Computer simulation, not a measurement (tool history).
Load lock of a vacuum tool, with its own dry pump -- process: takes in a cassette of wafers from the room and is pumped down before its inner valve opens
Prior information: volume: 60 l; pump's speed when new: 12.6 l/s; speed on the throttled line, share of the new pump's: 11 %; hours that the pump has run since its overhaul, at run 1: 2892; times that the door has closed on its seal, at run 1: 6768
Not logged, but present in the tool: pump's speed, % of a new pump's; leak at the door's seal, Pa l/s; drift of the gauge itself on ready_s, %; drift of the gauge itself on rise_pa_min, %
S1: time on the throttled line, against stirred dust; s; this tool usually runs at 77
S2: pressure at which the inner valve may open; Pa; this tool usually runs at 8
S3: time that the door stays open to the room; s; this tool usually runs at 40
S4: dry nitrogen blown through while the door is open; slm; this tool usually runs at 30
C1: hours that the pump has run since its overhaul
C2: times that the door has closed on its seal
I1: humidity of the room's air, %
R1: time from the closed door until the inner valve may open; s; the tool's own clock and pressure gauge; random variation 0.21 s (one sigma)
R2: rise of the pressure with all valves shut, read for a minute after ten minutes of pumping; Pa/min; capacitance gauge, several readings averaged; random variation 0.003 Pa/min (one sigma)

run,hour,S1,S2,S3,S4,C1,C2,I1,R1,R2
1,0,77,8,40,30,2892,6768,43.6,114,0.011
2,173.7,77,8,40,30,3066,6946,44,113.8,0.01
3,356.9,77,8,171,30,3249,7134,45.4,114.2,0.017
4,469.7,77,8,171,30,3362,7249,42.2,114.4,0.021
5,615.7,77,8,171,30,3508,7399,42.8,114.2,0.019
6,697.9,107,8,40,30,3590,7483,44.2,140.9,0.012
7,793.4,77,8,40,30,3685,7581,45.4,114.2,0.01
8,936.1,48,8,40,30,3828,7727,42.3,88.1,0.016
9,1018.2,48,8,40,30,3910,7811,45.6,88.3,0.012
10,1122.6,77,8,40,30,4015,7918,43.6,114.1,0.013
11,1256.5,77,8,40,30,4148,8056,46.8,114.2,0.008
12,1382.8,77,8,40,30,4275,8185,41.1,114.3,0.013
13,1502,77,8,40,30,4394,8307,41.7,113.9,0.014
14,1646.7,77,8,40,30,4539,8455,45.3,114.1,0.016
15,1815.9,104,8,48,7,4708,8629,46,138.1,0.02
16,1923.2,104,8,48,7,4815,8739,41.8,138.4,0.025
17,2090.4,77,7,40,30,4982,8910,43.7,114.9,0.011
18,2284.3,77,15,58,23,5176,9109,44.2,111.3,0.015
19,2453,126,15,58,12,5345,9282,42.4,155.2,0.022

3 ways to go on from here, each from the tool as it stands after run 19. What would each give?
A,2553.7,77,8,148,6,5446,9385,45.1,?,?
B,2553.7,126,12,58,12,5446,9385,44.1,?,?
C,2553.7,126,7,31,12,5446,9385,43.8,?,?

run,R1,R2
A,114.5,0.034
B,156.2,0.017
C,158.7,0.007
Stripped of hidden state, with their random variation kept, the same runs would have yielded:
run,R1,R2
A,114.5,0.034
B,156.2,0.017
C,158.7,0.007
